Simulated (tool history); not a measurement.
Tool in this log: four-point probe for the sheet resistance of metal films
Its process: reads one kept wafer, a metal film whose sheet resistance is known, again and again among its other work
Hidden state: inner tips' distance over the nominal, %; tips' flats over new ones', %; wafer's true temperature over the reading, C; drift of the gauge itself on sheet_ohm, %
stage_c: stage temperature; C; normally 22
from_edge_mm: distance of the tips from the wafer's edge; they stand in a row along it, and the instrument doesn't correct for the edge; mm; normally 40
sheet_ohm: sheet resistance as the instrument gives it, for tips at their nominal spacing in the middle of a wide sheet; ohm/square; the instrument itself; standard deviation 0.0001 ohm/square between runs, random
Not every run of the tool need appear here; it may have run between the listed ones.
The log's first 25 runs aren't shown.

run,hour,stage_c,from_edge_mm,touches since the probe head was changed,hours of work since the stage's thermometer was calibrated,sheet_ohm
26,1256.7,22,10,53016,1628,0.511927
# hour 1281.1: stage's thermometer calibrated
27,1328.6,28,57,55700,22,0.509522
28,1395.2,20,57,58199,54,0.511226
29,1466.8,35,7,60893,87,0.510531
30,1524.7,35,7,63066,114,0.510866
31,1589.3,27,5,65495,145,0.514386
32,1643.4,22,7,67529,170,0.513143
33,1680.2,19,42,68909,187,0.511739
34,1746.9,27,8,71415,218,0.51171
35,1780.7,27,8,72685,234,0.512044
36,1837.8,24,61,74834,261,0.51073
37,1890.5,24,11,76812,286,0.511717
38,1925.6,26,4,78131,302,0.517424
39,1985.3,22,40,80375,330,0.511429
40,2060.5,27,21,83201,366,0.510817

Run 41 has not been measured yet. What should we expect?
41,2130.5,29,8,85830,398,?

sheet_ohm: 0.512125 ohm/square
Were there no unlogged condition in the tool, this run, its random variation unchanged, would have produced sheet_ohm 0.510189 ohm/square.
